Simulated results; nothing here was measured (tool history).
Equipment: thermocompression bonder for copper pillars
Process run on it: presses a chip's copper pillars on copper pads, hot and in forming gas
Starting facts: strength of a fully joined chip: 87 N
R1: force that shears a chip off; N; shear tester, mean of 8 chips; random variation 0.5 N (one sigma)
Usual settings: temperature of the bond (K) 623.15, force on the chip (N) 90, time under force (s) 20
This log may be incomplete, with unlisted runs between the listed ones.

run 1 hour=0 | temperature_of_the_bond_(K)=623.15 force_on_the_chip_(N)=90 time_under_force_(s)=20 | R1=39.7
run 2 hour=67.6 | temperature_of_the_bond_(K)=623.15 force_on_the_chip_(N)=90 time_under_force_(s)=20 | R1=38.7
run 3 hour=124 | temperature_of_the_bond_(K)=623.15 force_on_the_chip_(N)=90 time_under_force_(s)=20 | R1=39.1
run 4 hour=167.9 | temperature_of_the_bond_(K)=623.15 force_on_the_chip_(N)=90 time_under_force_(s)=20 | R1=38.3
run 5 hour=229 | temperature_of_the_bond_(K)=623.15 force_on_the_chip_(N)=90 time_under_force_(s)=20 | R1=38.1
-- hour=270 forming gas filter changed
run 6 hour=299.3 | temperature_of_the_bond_(K)=623.15 force_on_the_chip_(N)=90 time_under_force_(s)=20 | R1=39.6
run 7 hour=380.8 | temperature_of_the_bond_(K)=623.15 force_on_the_chip_(N)=90 time_under_force_(s)=20 | R1=39.4
run 8 hour=437 | temperature_of_the_bond_(K)=623.15 force_on_the_chip_(N)=90 time_under_force_(s)=20 | R1=37.9
run 9 hour=491.6 | temperature_of_the_bond_(K)=623.15 force_on_the_chip_(N)=115 time_under_force_(s)=20 | R1=44
run 10 hour=527.4 | temperature_of_the_bond_(K)=623.15 force_on_the_chip_(N)=115 time_under_force_(s)=20 | R1=43.7
run 11 hour=565.1 | temperature_of_the_bond_(K)=623.15 force_on_the_chip_(N)=90 time_under_force_(s)=20 | R1=37.1
-- hour=589.5 heater calibrated with a thermocouple chip
run 12 hour=610.2 | temperature_of_the_bond_(K)=623.15 force_on_the_chip_(N)=90 time_under_force_(s)=12 | R1=35.3
run 13 hour=650 | temperature_of_the_bond_(K)=623.15 force_on_the_chip_(N)=100 time_under_force_(s)=20 | R1=44.3
run 14 hour=696.2 | temperature_of_the_bond_(K)=623.15 force_on_the_chip_(N)=100 time_under_force_(s)=20 | R1=43
run 15 hour=736.1 | temperature_of_the_bond_(K)=623.15 force_on_the_chip_(N)=90 time_under_force_(s)=20 | R1=40.2
run 16 hour=817.9 | temperature_of_the_bond_(K)=623.15 force_on_the_chip_(N)=90 time_under_force_(s)=20 | R1=40.1
run 17 hour=854.1 | temperature_of_the_bond_(K)=621.15 force_on_the_chip_(N)=90 time_under_force_(s)=20 | R1=39.1
run 18 hour=925.2 | temperature_of_the_bond_(K)=621.15 force_on_the_chip_(N)=90 time_under_force_(s)=20 | R1=37.5
-- hour=963.9 force cell calibrated
run 19 hour=978.3 | temperature_of_the_bond_(K)=623.15 force_on_the_chip_(N)=83 time_under_force_(s)=20 | R1=38.7
run 20 hour=1012.7 | temperature_of_the_bond_(K)=623.15 force_on_the_chip_(N)=83 time_under_force_(s)=20 | R1=37.4
-- hour=1025 forming gas filter changed
run 21 hour=1094.1 | temperature_of_the_bond_(K)=623.15 force_on_the_chip_(N)=58 time_under_force_(s)=20 | R1=31.4
run 22 hour=1160.2 | temperature_of_the_bond_(K)=623.15 force_on_the_chip_(N)=58 time_under_force_(s)=20 | R1=31.5
run 23 hour=1195.4 | temperature_of_the_bond_(K)=646.15 force_on_the_chip_(N)=105 time_under_force_(s)=20 | R1=55.4
run 24 hour=1242.6 | temperature_of_the_bond_(K)=644.15 force_on_the_chip_(N)=105 time_under_force_(s)=30 | R1=59.3
run 25 hour=1311.6 | temperature_of_the_bond_(K)=644.15 force_on_the_chip_(N)=105 time_under_force_(s)=30 | R1=59.6
run 26 hour=1360.7 | temperature_of_the_bond_(K)=653.15 force_on_the_chip_(N)=56 time_under_force_(s)=55 | R1=56.6
run 27 hour=1408.3 | temperature_of_the_bond_(K)=627.15 force_on_the_chip_(N)=91 time_under_force_(s)=20 | R1=39.9
run 28 hour=1459.4 | temperature_of_the_bond_(K)=636.15 force_on_the_chip_(N)=64 time_under_force_(s)=14 | R1=31.1
-- hour=1512.2 heater calibrated with a thermocouple chip
run 29 hour=1535.8 | temperature_of_the_bond_(K)=615.15 force_on_the_chip_(N)=108 time_under_force_(s)=14 | R1=36.9
run 30 hour=1583.5 | temperature_of_the_bond_(K)=623.15 force_on_the_chip_(N)=90 time_under_force_(s)=36 | R1=48.6
run 31 hour=1629 | temperature_of_the_bond_(K)=617.15 force_on_the_chip_(N)=100 time_under_force_(s)=19 | R1=39.2
run 32 hour=1691 | temperature_of_the_bond_(K)=617.15 force_on_the_chip_(N)=100 time_under_force_(s)=37 | R1=48.7
run 33 hour=1739.7 | temperature_of_the_bond_(K)=597.15 force_on_the_chip_(N)=96 time_under_force_(s)=20 | R1=29.2
-- hour=1777.1 forming gas filter changed
run 34 hour=1791.8 | temperature_of_the_bond_(K)=598.15 force_on_the_chip_(N)=96 time_under_force_(s)=18 | R1=31
run 35 hour=1829.6 | temperature_of_the_bond_(K)=598.15 force_on_the_chip_(N)=96 time_under_force_(s)=18 | R1=29.9
run 36 hour=1878.3 | temperature_of_the_bond_(K)=598.15 force_on_the_chip_(N)=96 time_under_force_(s)=18 | R1=30.1
run 37 hour=1937.9 | temperature_of_the_bond_(K)=628.15 force_on_the_chip_(N)=90 time_under_force_(s)=13 | R1=36.4
run 38 hour=1984.9 | temperature_of_the_bond_(K)=628.15 force_on_the_chip_(N)=90 time_under_force_(s)=13 | R1=36.9
run 39 hour=2055.2 | temperature_of_the_bond_(K)=628.15 force_on_the_chip_(N)=90 time_under_force_(s)=22 | R1=41.6
run 40 hour=2091.3 | temperature_of_the_bond_(K)=628.15 force_on_the_chip_(N)=90 time_under_force_(s)=22 | R1=41.8

Forecast each of these 3 alternatives for the next run:
run A hour=2161.3 | temperature_of_the_bond_(K)=636.15 force_on_the_chip_(N)=90 time_under_force_(s)=12 | R1=?
run B hour=2161.3 | temperature_of_the_bond_(K)=639.15 force_on_the_chip_(N)=90 time_under_force_(s)=41 | R1=?
run C hour=2161.3 | temperature_of_the_bond_(K)=628.15 force_on_the_chip_(N)=90 time_under_force_(s)=52 | R1=?

run=A R1=36.5
run=B R1=54.6
run=C R1=53.8
What these runs would have given with no unlogged condition in the tool:
run=A R1=42.6
run=B R1=61.8
run=C R1=61.1

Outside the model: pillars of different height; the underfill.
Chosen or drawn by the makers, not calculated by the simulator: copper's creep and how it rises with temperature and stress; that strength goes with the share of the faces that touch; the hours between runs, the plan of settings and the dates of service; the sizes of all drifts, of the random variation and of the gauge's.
